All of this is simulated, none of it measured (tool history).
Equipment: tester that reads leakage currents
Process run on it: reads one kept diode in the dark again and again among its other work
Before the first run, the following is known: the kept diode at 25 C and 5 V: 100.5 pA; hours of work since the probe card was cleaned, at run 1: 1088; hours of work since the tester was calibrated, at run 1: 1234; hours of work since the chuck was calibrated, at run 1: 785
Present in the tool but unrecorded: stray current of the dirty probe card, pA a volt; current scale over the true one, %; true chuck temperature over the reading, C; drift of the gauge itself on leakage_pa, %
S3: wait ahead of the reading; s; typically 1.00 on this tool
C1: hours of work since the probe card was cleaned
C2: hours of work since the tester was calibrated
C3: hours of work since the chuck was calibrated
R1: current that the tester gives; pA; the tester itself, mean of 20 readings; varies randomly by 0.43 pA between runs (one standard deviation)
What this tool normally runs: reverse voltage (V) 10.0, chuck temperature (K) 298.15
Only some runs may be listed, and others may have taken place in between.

{"run": 1, "hour": 0.0, "reverse voltage (V)": 10.0, "chuck temperature (K)": 298.15, "S3": 1.0, "C1": 1088, "C2": 1234, "C3": 785, "R1": 137.69}
{"run": 2, "hour": 40.9, "reverse voltage (V)": 10.0, "chuck temperature (K)": 298.15, "S3": 2.35, "C1": 1106, "C2": 1253, "C3": 804, "R1": 137.06}
{"run": 3, "hour": 101.5, "reverse voltage (V)": 10.0, "chuck temperature (K)": 298.15, "S3": 2.35, "C1": 1134, "C2": 1280, "C3": 831, "R1": 136.79}
{"run": 4, "hour": 153.2, "reverse voltage (V)": 10.0, "chuck temperature (K)": 298.15, "S3": 2.35, "C1": 1157, "C2": 1304, "C3": 854, "R1": 136.15}
{"run": 5, "hour": 220.1, "reverse voltage (V)": 10.0, "chuck temperature (K)": 298.15, "S3": 2.35, "C1": 1187, "C2": 1334, "C3": 885, "R1": 136.2}
{"run": 6, "hour": 269.5, "reverse voltage (V)": 10.0, "chuck temperature (K)": 298.15, "S3": 2.35, "C1": 1210, "C2": 1356, "C3": 907, "R1": 135.91}
{"run": 7, "hour": 324.1, "reverse voltage (V)": 10.0, "chuck temperature (K)": 298.15, "S3": 2.35, "C1": 1234, "C2": 1381, "C3": 932, "R1": 136.82}
{"hour": 362.5, "done": "probe card cleaned and baked"}
{"run": 8, "hour": 377.8, "reverse voltage (V)": 10.0, "chuck temperature (K)": 298.15, "S3": 2.35, "C1": 7, "C2": 1404, "C3": 955, "R1": 131.75}
{"run": 9, "hour": 444.6, "reverse voltage (V)": 10.0, "chuck temperature (K)": 298.15, "S3": 1.0, "C1": 37, "C2": 1434, "C3": 985, "R1": 132.51}
{"run": 10, "hour": 530.6, "reverse voltage (V)": 10.0, "chuck temperature (K)": 298.15, "S3": 1.0, "C1": 76, "C2": 1473, "C3": 1024, "R1": 132.1}
{"run": 11, "hour": 606.8, "reverse voltage (V)": 10.0, "chuck temperature (K)": 298.15, "S3": 1.0, "C1": 110, "C2": 1507, "C3": 1058, "R1": 131.68}
{"run": 12, "hour": 655.6, "reverse voltage (V)": 10.0, "chuck temperature (K)": 298.15, "S3": 2.97, "C1": 132, "C2": 1529, "C3": 1080, "R1": 131.1}
{"run": 13, "hour": 697.9, "reverse voltage (V)": 10.0, "chuck temperature (K)": 302.15, "S3": 1.0, "C1": 151, "C2": 1548, "C3": 1099, "R1": 189.01}
{"run": 14, "hour": 753.7, "reverse voltage (V)": 7.7, "chuck temperature (K)": 298.15, "S3": 1.0, "C1": 177, "C2": 1573, "C3": 1124, "R1": 115.18}
{"run": 15, "hour": 795.0, "reverse voltage (V)": 7.7, "chuck temperature (K)": 298.15, "S3": 1.0, "C1": 195, "C2": 1592, "C3": 1143, "R1": 115.04}
{"run": 16, "hour": 862.2, "reverse voltage (V)": 7.7, "chuck temperature (K)": 298.15, "S3": 1.0, "C1": 226, "C2": 1622, "C3": 1173, "R1": 115.34}
{"run": 17, "hour": 925.8, "reverse voltage (V)": 7.7, "chuck temperature (K)": 298.15, "S3": 1.0, "C1": 254, "C2": 1651, "C3": 1202, "R1": 114.31}
{"run": 18, "hour": 998.4, "reverse voltage (V)": 10.0, "chuck temperature (K)": 298.15, "S3": 1.0, "C1": 287, "C2": 1684, "C3": 1235, "R1": 130.49}
{"run": 19, "hour": 1048.7, "reverse voltage (V)": 10.0, "chuck temperature (K)": 298.15, "S3": 1.0, "C1": 310, "C2": 1707, "C3": 1258, "R1": 129.91}
{"run": 20, "hour": 1125.0, "reverse voltage (V)": 10.0, "chuck temperature (K)": 298.15, "S3": 1.0, "C1": 344, "C2": 1741, "C3": 1292, "R1": 129.81}
{"run": 21, "hour": 1207.2, "reverse voltage (V)": 10.0, "chuck temperature (K)": 298.15, "S3": 1.0, "C1": 381, "C2": 1778, "C3": 1329, "R1": 129.89}
{"run": 22, "hour": 1295.0, "reverse voltage (V)": 10.0, "chuck temperature (K)": 298.15, "S3": 1.0, "C1": 421, "C2": 1818, "C3": 1369, "R1": 129.9}
{"run": 23, "hour": 1358.4, "reverse voltage (V)": 10.0, "chuck temperature (K)": 298.15, "S3": 7.97, "C1": 450, "C2": 1847, "C3": 1397, "R1": 128.83}
{"run": 24, "hour": 1415.9, "reverse voltage (V)": 10.0, "chuck temperature (K)": 298.15, "S3": 1.08, "C1": 476, "C2": 1873, "C3": 1423, "R1": 129.39}
{"run": 25, "hour": 1452.6, "reverse voltage (V)": 10.0, "chuck temperature (K)": 298.15, "S3": 1.08, "C1": 492, "C2": 1889, "C3": 1440, "R1": 128.96}
{"run": 26, "hour": 1508.4, "reverse voltage (V)": 10.0, "chuck temperature (K)": 298.15, "S3": 4.23, "C1": 517, "C2": 1914, "C3": 1465, "R1": 128.7}
{"run": 27, "hour": 1589.2, "reverse voltage (V)": 10.0, "chuck temperature (K)": 298.15, "S3": 4.23, "C1": 554, "C2": 1951, "C3": 1502, "R1": 128.13}
{"run": 28, "hour": 1647.0, "reverse voltage (V)": 10.0, "chuck temperature (K)": 298.15, "S3": 4.23, "C1": 580, "C2": 1977, "C3": 1528, "R1": 128.32}
{"run": 29, "hour": 1687.1, "reverse voltage (V)": 1.5, "chuck temperature (K)": 298.15, "S3": 4.27, "C1": 598, "C2": 1995, "C3": 1546, "R1": 49.17}
{"run": 30, "hour": 1772.9, "reverse voltage (V)": 15.8, "chuck temperature (K)": 325.15, "S3": 3.27, "C1": 637, "C2": 2034, "C3": 1585, "R1": 1574.01}
{"run": 31, "hour": 1862.6, "reverse voltage (V)": 1.5, "chuck temperature (K)": 293.15, "S3": 0.36, "C1": 677, "C2": 2074, "C3": 1625, "R1": 30.84}
{"run": 32, "hour": 1941.7, "reverse voltage (V)": 12.6, "chuck temperature (K)": 293.15, "S3": 0.34, "C1": 713, "C2": 2110, "C3": 1661, "R1": 92.07}
{"run": 33, "hour": 1982.3, "reverse voltage (V)": 12.6, "chuck temperature (K)": 293.15, "S3": 0.34, "C1": 732, "C2": 2128, "C3": 1679, "R1": 92.3}
{"run": 34, "hour": 2022.6, "reverse voltage (V)": 12.6, "chuck temperature (K)": 293.15, "S3": 0.34, "C1": 750, "C2": 2146, "C3": 1697, "R1": 92.64}
{"run": 35, "hour": 2099.7, "reverse voltage (V)": 12.6, "chuck temperature (K)": 293.15, "S3": 0.34, "C1": 785, "C2": 2181, "C3": 1732, "R1": 92.91}
{"run": 36, "hour": 2142.6, "reverse voltage (V)": 12.6, "chuck temperature (K)": 293.15, "S3": 0.34, "C1": 804, "C2": 2201, "C3": 1752, "R1": 92.45}
{"run": 37, "hour": 2211.6, "reverse voltage (V)": 18.6, "chuck temperature (K)": 323.15, "S3": 0.34, "C1": 835, "C2": 2232, "C3": 1783, "R1": 1451.93}
{"run": 38, "hour": 2281.6, "reverse voltage (V)": 18.6, "chuck temperature (K)": 323.15, "S3": 0.34, "C1": 867, "C2": 2263, "C3": 1814, "R1": 1455.34}
{"run": 39, "hour": 2367.0, "reverse voltage (V)": 12.4, "chuck temperature (K)": 304.15, "S3": 3.39, "C1": 905, "C2": 2302, "C3": 1853, "R1": 241.44}

What differs in the tool's unlogged condition from the final listed run ahead of each entry between runs to the first listed run following it?
In the gap between runs 7 and 8: probe card cleaned and baked (hour 362.5)
  stray current of the dirty probe card, pA a volt: 0.476 -> 0.025; current scale over the true one, %: -0.73 -> -0.74; true chuck temperature over the reading, C: -0.75 -> -0.76
  difference, measured minus the result without the unlogged condition, R1: -5.96 -> -10.65 pA
